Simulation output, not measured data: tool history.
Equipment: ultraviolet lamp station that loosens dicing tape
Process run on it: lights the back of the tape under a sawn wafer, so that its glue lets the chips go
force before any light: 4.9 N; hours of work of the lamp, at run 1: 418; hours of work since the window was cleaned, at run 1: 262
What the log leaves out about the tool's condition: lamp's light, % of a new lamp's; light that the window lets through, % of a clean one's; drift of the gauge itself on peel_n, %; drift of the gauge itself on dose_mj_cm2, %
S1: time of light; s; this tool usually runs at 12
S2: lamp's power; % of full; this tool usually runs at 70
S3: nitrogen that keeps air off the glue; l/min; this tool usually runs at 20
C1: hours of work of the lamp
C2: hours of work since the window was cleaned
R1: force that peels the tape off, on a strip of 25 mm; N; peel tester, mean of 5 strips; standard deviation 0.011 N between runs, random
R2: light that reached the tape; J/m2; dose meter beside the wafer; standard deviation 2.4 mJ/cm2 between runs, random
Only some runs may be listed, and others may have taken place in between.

run,day,S1,S2,S3,C1,C2,R1,R2
1,0,12,70,20,418,262,0.656,2270
2,0.579,12,70,11,424,268,1.041,2280
3,1.479,12,70,20,433,277,0.649,2280
4,2.275,12,70,20,441,285,0.671,2270
5,2.962,12,70,20,448,292,0.67,2260
6,3.421,12,70,20,453,297,0.681,2210
7,4.417,12,70,20,463,307,0.693,2220
# day 4.967: window cleaned of glue's vapour
8,5.029,12,79,20,469,1,0.494,2650
9,5.612,12,79,20,475,7,0.49,2640
10,6.192,12,79,20,480,12,0.492,2620
11,6.988,12,100,20,489,21,0.298,3320
12,7.917,12,100,20,498,30,0.301,3330
13,8.862,12,70,20,508,40,0.646,2320
14,9.858,10,65,12,518,50,1.347,1800

Run 15 comes next. What will it give?
15,10.483,11,84,25,524,56,?,?

{"run 15": {"R1": 0.451, "R2": 2540}}
With the hidden condition absent and the run-to-run variation left alone, this run would have shown R1 0.324 N, R2 2970 J/m2.

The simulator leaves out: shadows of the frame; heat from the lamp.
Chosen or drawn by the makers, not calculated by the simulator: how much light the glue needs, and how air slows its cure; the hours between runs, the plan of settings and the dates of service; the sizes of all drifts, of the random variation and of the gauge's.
